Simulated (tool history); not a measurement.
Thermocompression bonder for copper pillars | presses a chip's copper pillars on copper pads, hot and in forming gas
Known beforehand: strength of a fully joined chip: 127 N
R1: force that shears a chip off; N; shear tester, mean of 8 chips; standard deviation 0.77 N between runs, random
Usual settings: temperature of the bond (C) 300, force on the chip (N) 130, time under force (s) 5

Run 1, hour 0.0: usual settings. Result: R1 50.4 N.
Run 2, hour 6.9: usual settings but temperature of the bond (C) 282. Result: R1 43.0 N.
Run 3, hour 19.7: usual settings but temperature of the bond (C) 282. Result: R1 44.3 N.
Run 4, hour 28.9: usual settings but temperature of the bond (C) 282. Result: R1 43.2 N.
Run 5, hour 36.2: usual settings but temperature of the bond (C) 282. Result: R1 42.6 N.
Run 6, hour 48.9: usual settings but force on the chip (N) 191. Result: R1 74.0 N.
Run 7, hour 56.7: usual settings but force on the chip (N) 191. Result: R1 74.6 N.
Run 8, hour 68.5: usual settings but force on the chip (N) 191. Result: R1 74.5 N.
Run 9, hour 75.2: usual settings. Result: R1 50.7 N.
Run 10, hour 86.6: usual settings but temperature of the bond (C) 320. Result: R1 57.5 N.
Run 11, hour 93.9: usual settings but time under force (s) 3. Result: R1 40.6 N.
Run 12, hour 104.1: usual settings. Result: R1 49.3 N.
At hour 106.8: force cell calibrated.
Run 13, hour 112.3: usual settings. Result: R1 47.5 N.
Run 14, hour 118.5: usual settings. Result: R1 47.1 N.
Run 15, hour 128.4: usual settings. Result: R1 48.2 N.
Run 16, hour 137.5: usual settings but time under force (s) 7. Result: R1 54.3 N.
Run 17, hour 147.1: usual settings but force on the chip (N) 113. Result: R1 41.5 N.
At hour 154.9: force cell calibrated, once more.
Run 18, hour 157.4: usual settings but force on the chip (N) 113. Result: R1 44.1 N.
Run 19, hour 166.4: usual settings but force on the chip (N) 113. Result: R1 45.2 N.
Run 20, hour 173.3: usual settings. Result: R1 50.2 N.
Run 21, hour 182.4: usual settings but force on the chip (N) 168. Result: R1 66.3 N.
Run 22, hour 192.2: usual settings but temperature of the bond (C) 286, force on the chip (N) 109, time under force (s) 8. Result: R1 43.4 N.
Run 23, hour 200.8: usual settings but temperature of the bond (C) 286, force on the chip (N) 109, time under force (s) 8. Result: R1 44.8 N.
Run 24, hour 209.5: usual settings but temperature of the bond (C) 323. Result: R1 61.9 N.
Run 25, hour 221.0: usual settings but temperature of the bond (C) 319. Result: R1 59.2 N.
Run 26, hour 227.2: usual settings but temperature of the bond (C) 319. Result: R1 59.4 N.
Run 27, hour 237.6: usual settings but force on the chip (N) 119. Result: R1 46.1 N.
Run 28, hour 243.6: usual settings but temperature of the bond (C) 324, force on the chip (N) 125. Result: R1 58.7 N.
Run 29, hour 249.7: usual settings but temperature of the bond (C) 318, force on the chip (N) 190, time under force (s) 4. Result: R1 77.8 N.
Run 30, hour 258.4: usual settings but temperature of the bond (C) 297, force on the chip (N) 171, time under force (s) 7. Result: R1 71.4 N.
Run 31, hour 266.7: usual settings but temperature of the bond (C) 297, force on the chip (N) 171, time under force (s) 7. Result: R1 71.5 N.
Run 32, hour 277.7: usual settings but temperature of the bond (C) 271, force on the chip (N) 118. Result: R1 33.0 N.
Run 33, hour 289.7: usual settings but temperature of the bond (C) 330, force on the chip (N) 134. Result: R1 64.5 N.
Run 34, hour 296.3: usual settings but temperature of the bond (C) 330, force on the chip (N) 134. Result: R1 64.0 N.
Run 35, hour 301.7: usual settings but temperature of the bond (C) 275, force on the chip (N) 122, time under force (s) 7. Result: R1 41.3 N.
Run 36, hour 309.9: usual settings but temperature of the bond (C) 275, force on the chip (N) 122, time under force (s) 7. Result: R1 39.7 N.
Run 37, hour 318.6: usual settings but time under force (s) 4. Result: R1 44.5 N.
At hour 320.8: forming gas filter changed.
Run 38, hour 329.3: usual settings but time under force (s) 4. Result: R1 49.5 N.
Run 39, hour 340.4: usual settings but temperature of the bond (C) 282, time under force (s) 7. Result: R1 51.4 N.
Run 40, hour 350.2: usual settings but temperature of the bond (C) 306, time under force (s) 8. Result: R1 67.3 N.

What if the next run were any one of these 4? Each begins from the tool's condition after run 40:
Run A, hour 359.7: usual settings but temperature of the bond (C) 313, force on the chip (N) 181, time under force (s) 7. Result: R1 ?.
Run B, hour 359.7: usual settings but force on the chip (N) 100. Result: R1 ?.
Run C, hour 359.7: usual settings but temperature of the bond (C) 306, force on the chip (N) 125, time under force (s) 8. Result: R1 ?.
Run D, hour 359.7: usual settings but temperature of the bond (C) 280, force on the chip (N) 137, time under force (s) 10. Result: R1 ?.

run    R1
  A  90.4
  B  39.8
  C  63.0
  D  59.7
With the hidden condition removed and each run's random variation left untouched, the same runs would have given:
run    R1
  A  95.5
  B  43.5
  C  67.9
  D  64.8
